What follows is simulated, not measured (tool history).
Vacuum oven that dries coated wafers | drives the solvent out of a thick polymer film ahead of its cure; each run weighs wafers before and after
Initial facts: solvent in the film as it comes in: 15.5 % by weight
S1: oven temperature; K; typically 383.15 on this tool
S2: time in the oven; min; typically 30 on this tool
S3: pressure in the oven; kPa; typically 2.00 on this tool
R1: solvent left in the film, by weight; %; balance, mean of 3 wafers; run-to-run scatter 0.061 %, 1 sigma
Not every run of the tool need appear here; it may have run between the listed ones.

Run 1, hour 0.0: usual settings. Result: R1 3.34 %.
Run 2, hour 12.5: usual settings. Result: R1 3.25 %.
Run 3, hour 31.5: usual settings but S3 2.76 kPa. Result: R1 4.07 %.
Run 4, hour 50.3: usual settings but S3 2.76 kPa. Result: R1 4.13 %.
Run 5, hour 67.6: usual settings but S3 2.76 kPa. Result: R1 4.10 %.
Run 6, hour 87.1: usual settings but S3 2.76 kPa. Result: R1 4.03 %.
Run 7, hour 99.7: usual settings but S3 2.76 kPa. Result: R1 4.10 %.
Run 8, hour 110.9: usual settings but S3 2.76 kPa. Result: R1 4.03 %.
Run 9, hour 127.8: usual settings but S1 396.15 K, S2 44 min, S3 3.86 kPa. Result: R1 2.87 %.
Run 10, hour 144.2: usual settings but S3 2.72 kPa. Result: R1 4.00 %.
Run 11, hour 164.8: usual settings but S3 2.72 kPa. Result: R1 4.13 %.
Run 12, hour 183.6: usual settings but S3 2.72 kPa. Result: R1 4.07 %.
Run 13, hour 202.1: usual settings but S1 384.15 K, S2 25 min, S3 1.76 kPa. Result: R1 3.29 %.
Run 14, hour 221.4: usual settings but S1 376.15 K. Result: R1 4.94 %.
Run 15, hour 242.8: usual settings but S1 371.15 K, S2 22 min, S3 1.13 kPa. Result: R1 6.59 %.
Run 16, hour 264.0: usual settings but S1 381.15 K, S3 2.87 kPa. Result: R1 4.71 %.

Here are 5 independent what-if runs from the current tool condition. What would each one return?
Run A, hour 275.3: usual settings but S1 381.15 K, S2 31 min, S3 2.55 kPa. Result: R1 ?.
Run B, hour 275.3: usual settings but S1 388.15 K, S2 52 min, S3 1.59 kPa. Result: R1 ?.
Run C, hour 275.3: usual settings but S1 396.15 K, S2 21 min, S3 4.54 kPa. Result: R1 ?.
Run D, hour 275.3: usual settings but S1 373.15 K, S2 49 min, S3 1.57 kPa. Result: R1 ?.
Run E, hour 275.3: usual settings but S1 391.15 K, S2 21 min, S3 6.14 kPa. Result: R1 ?.

run    R1
  A  4.24
  B  1.62
  C  3.78
  D  3.78
  E  5.85
With no hidden state in the tool, these same runs would have given:
run    R1
  A  4.40
  B  1.59
  C  3.89
  D  3.90
  E  6.06
